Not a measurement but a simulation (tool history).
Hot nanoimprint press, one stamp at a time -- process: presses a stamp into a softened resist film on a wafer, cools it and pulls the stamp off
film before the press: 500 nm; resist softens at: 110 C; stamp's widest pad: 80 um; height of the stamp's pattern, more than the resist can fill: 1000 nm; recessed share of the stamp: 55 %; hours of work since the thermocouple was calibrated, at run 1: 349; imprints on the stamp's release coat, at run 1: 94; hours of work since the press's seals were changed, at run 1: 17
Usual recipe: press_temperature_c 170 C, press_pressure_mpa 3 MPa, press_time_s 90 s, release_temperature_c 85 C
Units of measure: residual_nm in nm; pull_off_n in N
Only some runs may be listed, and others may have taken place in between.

run,hour,press_temperature_c,press_pressure_mpa,press_time_s,release_temperature_c,hours of work since the thermocouple was calibrated,imprints on the stamp's release coat,hours of work since the press's seals were changed,residual_nm,pull_off_n
1,0,170,3,90,85,349,94,17,236,199
2,7.5,170,4.32,90,85,354,121,22,197.8,206
3,11.6,170,4.32,90,85,356,135,25,197.3,198
4,20.4,170,2.61,90,85,362,167,31,252,199
5,26.5,170,3,90,85,366,189,35,237.6,201
6,32.3,170,3,90,87,370,209,39,238.7,201
7,38.1,170,3,90,87,374,230,43,237.6,203
8,42.2,170,3,122,85,377,244,45,215.5,210
9,49.7,170,3,157,85,382,271,50,193.4,211
# hour 53.5: plate thermocouple calibrated
10,58.6,170,3,157,85,3,292,54,204.1,221
11,64.2,178,2.75,80,88,7,312,58,177.2,212
12,74,179,3.46,165,74,14,347,65,112.1,255
13,82.1,170,3,49,84,19,376,70,309.4,224
14,91.7,180,3,56,74,25,410,76,177.7,265
15,97.3,180,3.5,124,74,29,430,80,118.9,279

Predict each of these 5 candidate next runs independently; none follows another, all start after run 15:
# hour 104.4: plate thermocouple calibrated, once more
A,108.9,180,3.5,111,74,3,461,86,?,?
# hour 104.4: plate thermocouple calibrated, once more
B,108.9,180,2.1,90,85,3,461,86,?,?
# hour 104.4: plate thermocouple calibrated, once more
C,108.9,179,3.5,124,74,3,461,86,?,?
# hour 104.4: plate thermocouple calibrated, once more
D,108.9,164,2.69,90,76,3,461,86,?,?
# hour 104.4: plate thermocouple calibrated, once more
E,108.9,169,3.92,90,86,3,461,86,?,?

run,residual_nm,pull_off_n
A,107.7,260
B,157.4,209
C,108.2,264
D,317.4,254
E,205,207
With the hidden condition removed and each run's random variation left untouched, the same runs would have given:
run,residual_nm,pull_off_n
A,106.8,228
B,156.6,183
C,107.3,231
D,315.9,223
E,203.2,181
